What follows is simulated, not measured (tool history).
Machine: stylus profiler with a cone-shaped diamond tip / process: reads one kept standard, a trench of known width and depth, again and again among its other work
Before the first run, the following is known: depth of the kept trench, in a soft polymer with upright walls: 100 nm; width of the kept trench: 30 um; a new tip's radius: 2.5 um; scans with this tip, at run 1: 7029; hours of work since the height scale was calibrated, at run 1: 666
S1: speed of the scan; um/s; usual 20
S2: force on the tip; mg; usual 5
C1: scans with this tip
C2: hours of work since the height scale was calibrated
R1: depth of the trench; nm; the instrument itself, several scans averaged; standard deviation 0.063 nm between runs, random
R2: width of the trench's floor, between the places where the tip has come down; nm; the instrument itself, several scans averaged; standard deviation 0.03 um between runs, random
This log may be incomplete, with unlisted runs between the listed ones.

run,hour,S1,S2,C1,C2,R1,R2
1,0,20,5,7029,666,100.73,28450
2,37.3,20,5,7207,683,100.67,28420
3,66.2,20,5,7345,696,100.73,28430
4,84.7,20,5,7434,704,100.65,28430
5,120.5,20,5,7604,720,100.7,28460
6,140.9,20,5,7702,729,100.75,28420
7,179.2,28,5,7885,747,100.64,28440
8,213.1,28,5,8047,762,100.7,28380
9,248.4,20,7.74,8215,778,101.04,28470
10,269.5,20,7.74,8315,788,101.11,28440
11,303.1,20,7.74,8476,803,101.08,28450
12,340.6,20,5,8655,820,100.59,28390
13,366.4,20,5,8778,831,100.64,28450
14,403.9,15,5,8957,848,100.59,28470
15,425.7,20,5,9061,858,100.69,28430
16,459.8,20,5,9224,874,100.71,28440
17,486.7,20,5,9352,886,100.61,28430
18,508.1,20,5,9454,895,100.67,28420
19,539.7,20,5,9605,910,100.64,28430
20,561.8,20,5,9710,920,100.7,28390
21,600.8,20,5,9896,937,100.6,28360
22,630.2,20,5,10037,951,100.54,28410
23,661,20,5,10184,965,100.59,28400
24,689.7,20,5,10321,977,100.54,28400
25,721,20,7.78,10470,992,101.04,28430
26,749.9,29,3.92,10608,1005,100.43,28330
27,767.2,28,13.32,10691,1013,101.54,28340
28,793.2,10,13.72,10815,1024,101.49,28420
29,811,10,13.72,10900,1032,101.6,28410
30,841.2,47,2.35,11044,1046,100.12,28210
31,870.5,10,10.68,11183,1059,101.25,28460
32,895,37,3.58,11300,1070,100.35,28270
33,914.5,59,6.53,11393,1079,100.81,28340
34,935.8,63,12.41,11495,1089,101.39,28340
35,954.3,63,12.41,11583,1097,101.37,28340
36,977.5,41,2.7,11694,1108,100.29,28240
37,997,7,11.49,11787,1116,101.35,28460
38,1029.6,6,3.74,11943,1131,100.31,28430
39,1068,6,3.74,12126,1148,100.43,28460
40,1098.4,43,10.57,12271,1162,101.17,28310
41,1122.8,45,7.16,12387,1173,100.86,28290
42,1159.1,49,4.34,12561,1190,100.42,28220
43,1184.1,29,14.9,12680,1201,101.73,28360
44,1222.8,15,10.98,12865,1218,101.26,28390
45,1261.6,15,10.36,13050,1236,101.14,28410
46,1287.3,8,2.2,13172,1248,100.06,28370

Same runs, no hidden state in the tool, same run-to-run variation:
Hidden state present: radius of the tip, um; height scale over the true one, %; drift of the gauge itself on depth_nm, %; drift of the gauge itself on floor_um, %.
run,R1,R2
1,101.02,28540
2,100.97,28510
3,101.04,28520
4,100.96,28530
5,101.02,28550
6,101.07,28520
7,100.97,28540
8,101.04,28480
9,101.39,28580
10,101.46,28540
11,101.44,28560
12,100.95,28500
13,101.01,28560
14,100.97,28590
15,101.08,28550
16,101.1,28560
17,101.01,28550
18,101.08,28540
19,101.05,28550
20,101.12,28510
21,101.03,28490
22,100.97,28540
23,101.02,28530
24,100.98,28530
25,101.49,28560
26,100.89,28470
27,102.01,28480
28,101.96,28560
29,102.08,28550
30,100.6,28360
31,101.74,28610
32,100.83,28420
33,101.3,28480
34,101.89,28490
35,101.87,28490
36,100.79,28400
37,101.87,28610
38,100.83,28590
39,100.95,28610
40,101.71,28470
41,101.4,28450
42,100.96,28380
43,102.29,28530
44,101.82,28560
45,101.72,28570
46,100.63,28540
